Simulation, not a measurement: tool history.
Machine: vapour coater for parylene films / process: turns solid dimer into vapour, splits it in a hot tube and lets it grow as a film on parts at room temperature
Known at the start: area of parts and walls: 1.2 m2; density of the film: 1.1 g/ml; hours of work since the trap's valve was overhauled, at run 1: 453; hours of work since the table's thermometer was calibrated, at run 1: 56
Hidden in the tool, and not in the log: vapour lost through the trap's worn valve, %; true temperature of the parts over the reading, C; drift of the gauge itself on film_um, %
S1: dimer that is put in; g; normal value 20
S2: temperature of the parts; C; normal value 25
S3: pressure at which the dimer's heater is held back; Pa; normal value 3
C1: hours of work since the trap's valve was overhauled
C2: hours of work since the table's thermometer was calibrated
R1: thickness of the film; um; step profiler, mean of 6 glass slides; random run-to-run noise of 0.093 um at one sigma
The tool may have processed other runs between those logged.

Run 1, hour 0: usual settings; C1 453; C2 56. Result: R1 11.32 um.
Run 2, hour 24.7: usual settings; C1 468; C2 71. Result: R1 11.42 um.
Run 3, hour 61.1: usual settings; C1 490; C2 94. Result: R1 11.31 um.
Run 4, hour 93: usual settings; C1 509; C2 113. Result: R1 11.27 um.
Run 5, hour 130.8: usual settings; C1 532; C2 136. Result: R1 11.27 um.
Run 6, hour 162.7: usual settings; C1 551; C2 155. Result: R1 11.42 um.
Run 7, hour 202.4: usual settings; C1 575; C2 179. Result: R1 11.46 um.
Run 8, hour 227.9: usual settings; C1 591; C2 195. Result: R1 11.38 um.
Run 9, hour 262.4: usual settings; C1 612; C2 215. Result: R1 11.2 um.
Run 10, hour 287.3: usual settings; C1 627; C2 230. Result: R1 11.51 um.
Run 11, hour 310.5: usual settings; C1 641; C2 245. Result: R1 11.33 um.
At hour 350.7: trap's valve overhauled.
Run 12, hour 352.8: usual settings; C1 1; C2 268. Result: R1 11.58 um.
Run 13, hour 392.4: usual settings; C1 25; C2 292. Result: R1 11.58 um.
Run 14, hour 411.4: usual settings; C1 37; C2 303. Result: R1 11.46 um.
Run 15, hour 428.9: usual settings; C1 47; C2 314. Result: R1 11.27 um.
Run 16, hour 447.8: usual settings but S3 11.01 Pa; C1 59; C2 325. Result: R1 10.08 um.
Run 17, hour 469.2: usual settings but S3 11.01 Pa; C1 72; C2 338. Result: R1 9.94 um.
Run 18, hour 507.3: usual settings but S3 6.01 Pa; C1 95; C2 361. Result: R1 10.74 um.
Run 19, hour 539.9: usual settings but S2 19 C; C1 115; C2 381. Result: R1 14.78 um.
Run 20, hour 580: usual settings but S2 34 C; C1 139; C2 405. Result: R1 7.4 um.
Run 21, hour 601.6: usual settings; C1 152; C2 418. Result: R1 11.37 um.
Run 22, hour 642.1: usual settings but S1 11 g, S2 23 C, S3 4.16 Pa; C1 177; C2 443. Result: R1 6.74 um.
Run 23, hour 665.2: usual settings but S1 15 g; C1 190; C2 457. Result: R1 8.54 um.
Run 24, hour 705.1: usual settings but S1 15 g, S2 19 C, S3 6.65 Pa; C1 215; C2 481. Result: R1 10.6 um.
Run 25, hour 741.9: usual settings but S1 15 g, S2 19 C, S3 6.65 Pa; C1 237; C2 503. Result: R1 10.58 um.
Run 26, hour 773.8: usual settings but S1 16 g, S2 19 C, S3 6.65 Pa; C1 256; C2 523. Result: R1 11.43 um.
Run 27, hour 804.5: usual settings but S1 9 g, S2 21 C, S3 5.48 Pa; C1 275; C2 541. Result: R1 5.82 um.
Run 28, hour 843: usual settings but S1 9 g, S2 21 C, S3 5.48 Pa; C1 298; C2 565. Result: R1 5.82 um.
Run 29, hour 868.2: usual settings but S1 30 g, S2 21 C, S3 2.55 Pa; C1 313; C2 580. Result: R1 21.09 um.
Run 30, hour 897.1: usual settings but S1 25 g, S2 29 C, S3 9.88 Pa; C1 331; C2 597. Result: R1 10.6 um.
Run 31, hour 917.7: usual settings but S1 31 g, S2 28 C, S3 3.52 Pa; C1 343; C2 610. Result: R1 15.23 um.
Run 32, hour 939.3: usual settings but S1 14 g, S2 31 C, S3 3.52 Pa; C1 356; C2 623. Result: R1 5.9 um.
Run 33, hour 974.2: usual settings but S2 20 C, S3 3.93 Pa; C1 378; C2 644. Result: R1 14.13 um.
Run 34, hour 1013.8: usual settings but S1 28 g, S2 18 C, S3 5.58 Pa; C1 402; C2 668. Result: R1 20.9 um.
Run 35, hour 1045.2: usual settings but S1 18 g, S2 24 C, S3 2.55 Pa; C1 421; C2 687. Result: R1 10.85 um.
Run 36, hour 1077.9: usual settings but S1 18 g, S2 24 C, S3 2.55 Pa; C1 440; C2 707. Result: R1 10.96 um.
Run 37, hour 1109.8: usual settings but S1 15 g, S3 5.63 Pa; C1 460; C2 726. Result: R1 8.08 um.
Run 38, hour 1135.5: usual settings but S1 23 g, S3 4.41 Pa; C1 475; C2 742. Result: R1 12.63 um.
Run 39, hour 1156: usual settings but S2 35 C, S3 10.18 Pa; C1 488; C2 754. Result: R1 6.38 um.
Run 40, hour 1176.7: usual settings but S2 35 C, S3 10.18 Pa; C1 500; C2 767. Result: R1 6.22 um.
Run 41, hour 1201.7: usual settings but S1 30 g, S2 34 C, S3 2.26 Pa; C1 515; C2 782. Result: R1 11.28 um.
Run 42, hour 1233.9: usual settings but S1 15 g; C1 535; C2 801. Result: R1 8.53 um.

What differs in the tool's unlogged condition from the final listed run ahead of each entry between runs to the first listed run following it?
Between runs 11 and 12: trap's valve overhauled (hour 350.7)
  vapour lost through the trap's worn valve, %: 0.5 -> 0

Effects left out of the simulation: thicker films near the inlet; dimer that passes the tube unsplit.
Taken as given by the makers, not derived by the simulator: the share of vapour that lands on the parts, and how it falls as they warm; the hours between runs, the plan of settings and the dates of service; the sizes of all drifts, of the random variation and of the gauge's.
